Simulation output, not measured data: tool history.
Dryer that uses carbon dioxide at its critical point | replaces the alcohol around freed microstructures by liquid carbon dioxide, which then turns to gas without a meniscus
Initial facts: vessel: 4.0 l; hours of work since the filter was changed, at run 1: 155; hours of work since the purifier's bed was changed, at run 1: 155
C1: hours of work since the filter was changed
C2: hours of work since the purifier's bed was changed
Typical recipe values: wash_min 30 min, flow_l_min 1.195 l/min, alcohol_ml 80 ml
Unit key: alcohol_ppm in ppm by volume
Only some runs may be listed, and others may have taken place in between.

Run 1, hour 0.0: usual settings; C1 155; C2 155. Result: alcohol_ppm 30 ppm by volume.
Run 2, hour 4.2: usual settings; C1 158; C2 158. Result: alcohol_ppm 16 ppm by volume.
Run 3, hour 10.7: usual settings but wash_min 19 min; C1 163; C2 163. Result: alcohol_ppm 157 ppm by volume.
Run 4, hour 17.8: usual settings but wash_min 19 min; C1 169; C2 169. Result: alcohol_ppm 143 ppm by volume.
At hour 25.1: inlet filter changed.
Run 5, hour 25.9: usual settings but wash_min 19 min; C1 1; C2 174. Result: alcohol_ppm 112 ppm by volume.
Run 6, hour 31.9: usual settings but alcohol_ml 26 ml; C1 5; C2 179. Result: alcohol_ppm 21 ppm by volume.
Run 7, hour 38.4: usual settings but alcohol_ml 26 ml; C1 10; C2 184. Result: alcohol_ppm 24 ppm by volume.
Run 8, hour 46.3: usual settings but alcohol_ml 25 ml; C1 17; C2 190. Result: alcohol_ppm 22 ppm by volume.
Run 9, hour 53.9: usual settings but alcohol_ml 25 ml; C1 22; C2 196. Result: alcohol_ppm 17 ppm by volume.
Run 10, hour 62.6: usual settings but alcohol_ml 25 ml; C1 29; C2 203. Result: alcohol_ppm 29 ppm by volume.
Run 11, hour 69.8: usual settings but alcohol_ml 24 ml; C1 35; C2 209. Result: alcohol_ppm 27 ppm by volume.
Run 12, hour 74.5: usual settings but wash_min 21 min, alcohol_ml 24 ml; C1 39; C2 212. Result: alcohol_ppm 41 ppm by volume.
Run 13, hour 80.4: usual settings but flow_l_min 1.970 l/min; C1 43; C2 217. Result: alcohol_ppm 25 ppm by volume.
Run 14, hour 84.3: usual settings but flow_l_min 1.970 l/min; C1 46; C2 220. Result: alcohol_ppm 25 ppm by volume.
Run 15, hour 89.4: usual settings but wash_min 19 min; C1 50; C2 224. Result: alcohol_ppm 139 ppm by volume.
Run 16, hour 94.3: usual settings but wash_min 19 min, flow_l_min 1.380 l/min; C1 54; C2 228. Result: alcohol_ppm 71 ppm by volume.
Run 17, hour 101.6: usual settings but wash_min 19 min, flow_l_min 1.380 l/min; C1 60; C2 233. Result: alcohol_ppm 68 ppm by volume.
Run 18, hour 109.0: usual settings; C1 66; C2 239. Result: alcohol_ppm 24 ppm by volume.
Run 19, hour 115.1: usual settings but flow_l_min 1.840 l/min; C1 70; C2 244. Result: alcohol_ppm 27 ppm by volume.
Run 20, hour 119.8: usual settings but flow_l_min 1.840 l/min; C1 74; C2 248. Result: alcohol_ppm 36 ppm by volume.
Run 21, hour 127.2: usual settings but flow_l_min 1.620 l/min; C1 80; C2 253. Result: alcohol_ppm 29 ppm by volume.
Run 22, hour 134.3: usual settings but wash_min 22 min, flow_l_min 1.620 l/min; C1 85; C2 259. Result: alcohol_ppm 40 ppm by volume.
Run 23, hour 139.9: usual settings but wash_min 22 min, flow_l_min 1.620 l/min; C1 90; C2 263. Result: alcohol_ppm 35 ppm by volume.
Run 24, hour 143.6: usual settings but flow_l_min 0.720 l/min, alcohol_ml 37 ml; C1 93; C2 266. Result: alcohol_ppm 110 ppm by volume.
Run 25, hour 149.8: usual settings but flow_l_min 1.110 l/min, alcohol_ml 118 ml; C1 97; C2 271. Result: alcohol_ppm 56 ppm by volume.
Run 26, hour 156.0: usual settings but flow_l_min 1.110 l/min, alcohol_ml 118 ml; C1 102; C2 276. Result: alcohol_ppm 48 ppm by volume.
Run 27, hour 164.2: usual settings but flow_l_min 1.970 l/min, alcohol_ml 118 ml; C1 109; C2 282. Result: alcohol_ppm 35 ppm by volume.
Run 28, hour 169.6: usual settings but wash_min 19 min, flow_l_min 1.110 l/min, alcohol_ml 21 ml; C1 113; C2 287. Result: alcohol_ppm 66 ppm by volume.
Run 29, hour 177.5: usual settings but wash_min 33 min, flow_l_min 1.210 l/min, alcohol_ml 61 ml; C1 119; C2 293. Result: alcohol_ppm 31 ppm by volume.
Run 30, hour 183.7: usual settings but wash_min 26 min; C1 124; C2 298. Result: alcohol_ppm 52 ppm by volume.
Run 31, hour 192.5: usual settings but wash_min 19 min, flow_l_min 1.840 l/min, alcohol_ml 24 ml; C1 131; C2 304. Result: alcohol_ppm 33 ppm by volume.
Run 32, hour 196.4: usual settings but wash_min 19 min, flow_l_min 1.840 l/min, alcohol_ml 24 ml; C1 134; C2 308. Result: alcohol_ppm 36 ppm by volume.
Run 33, hour 200.4: usual settings but wash_min 26 min, alcohol_ml 27 ml; C1 137; C2 311. Result: alcohol_ppm 37 ppm by volume.
Run 34, hour 204.5: usual settings but wash_min 32 min, flow_l_min 0.730 l/min, alcohol_ml 92 ml; C1 140; C2 314. Result: alcohol_ppm 179 ppm by volume.
Run 35, hour 209.3: usual settings but wash_min 26 min, alcohol_ml 107 ml; C1 144; C2 318. Result: alcohol_ppm 53 ppm by volume.
Run 36, hour 218.0: usual settings but flow_l_min 1.230 l/min, alcohol_ml 87 ml; C1 151; C2 324. Result: alcohol_ppm 40 ppm by volume.
Run 37, hour 222.5: usual settings but flow_l_min 1.230 l/min, alcohol_ml 87 ml; C1 154; C2 328. Result: alcohol_ppm 43 ppm by volume.
Run 38, hour 230.9: usual settings but flow_l_min 1.230 l/min, alcohol_ml 87 ml; C1 161; C2 334. Result: alcohol_ppm 38 ppm by volume.
Run 39, hour 238.1: usual settings but flow_l_min 1.230 l/min, alcohol_ml 87 ml; C1 166; C2 340. Result: alcohol_ppm 47 ppm by volume.
Run 40, hour 243.9: usual settings but wash_min 23 min, flow_l_min 1.340 l/min, alcohol_ml 112 ml; C1 171; C2 345. Result: alcohol_ppm 62 ppm by volume.
At hour 248.9: inlet filter changed.
Run 41, hour 249.7: usual settings but wash_min 35 min, flow_l_min 0.980 l/min, alcohol_ml 30 ml; C1 1; C2 348. Result: alcohol_ppm 39 ppm by volume.
Run 42, hour 254.4: usual settings but wash_min 35 min, flow_l_min 0.980 l/min, alcohol_ml 30 ml; C1 4; C2 352. Result: alcohol_ppm 37 ppm by volume.
Run 43, hour 261.0: usual settings but wash_min 35 min, flow_l_min 0.980 l/min, alcohol_ml 30 ml; C1 10; C2 357. Result: alcohol_ppm 39 ppm by volume.
Run 44, hour 265.4: usual settings but wash_min 43 min, flow_l_min 0.940 l/min, alcohol_ml 84 ml; C1 13; C2 361. Result: alcohol_ppm 37 ppm by volume.
Run 45, hour 270.5: usual settings but wash_min 32 min, alcohol_ml 68 ml; C1 17; C2 365. Result: alcohol_ppm 42 ppm by volume.
Run 46, hour 278.9: usual settings but wash_min 32 min, flow_l_min 1.310 l/min, alcohol_ml 49 ml; C1 23; C2 371. Result: alcohol_ppm 36 ppm by volume.

Predict each of these 5 candidate next runs independently; none follows another, all start after run 46:
Run A, hour 283.9: usual settings but wash_min 26 min, flow_l_min 1.310 l/min, alcohol_ml 22 ml; C1 27; C2 375. Result: alcohol_ppm ?.
Run B, hour 283.9: usual settings but flow_l_min 0.850 l/min; C1 27; C2 375. Result: alcohol_ppm ?.
Run C, hour 283.9: usual settings but flow_l_min 0.720 l/min; C1 27; C2 375. Result: alcohol_ppm ?.
Run D, hour 283.9: usual settings but wash_min 32 min, flow_l_min 1.380 l/min, alcohol_ml 49 ml; C1 27; C2 375. Result: alcohol_ppm ?.
Run E, hour 283.9: usual settings but flow_l_min 0.820 l/min; C1 27; C2 375. Result: alcohol_ppm ?.

run  alcohol_ppm
  A           39
  B          103
  C          193
  D           29
  E          115
Stripped of hidden state, with their random variation kept, the same runs would have yielded:
run  alcohol_ppm
  A            5
  B           67
  C          152
  D            0
  E           76
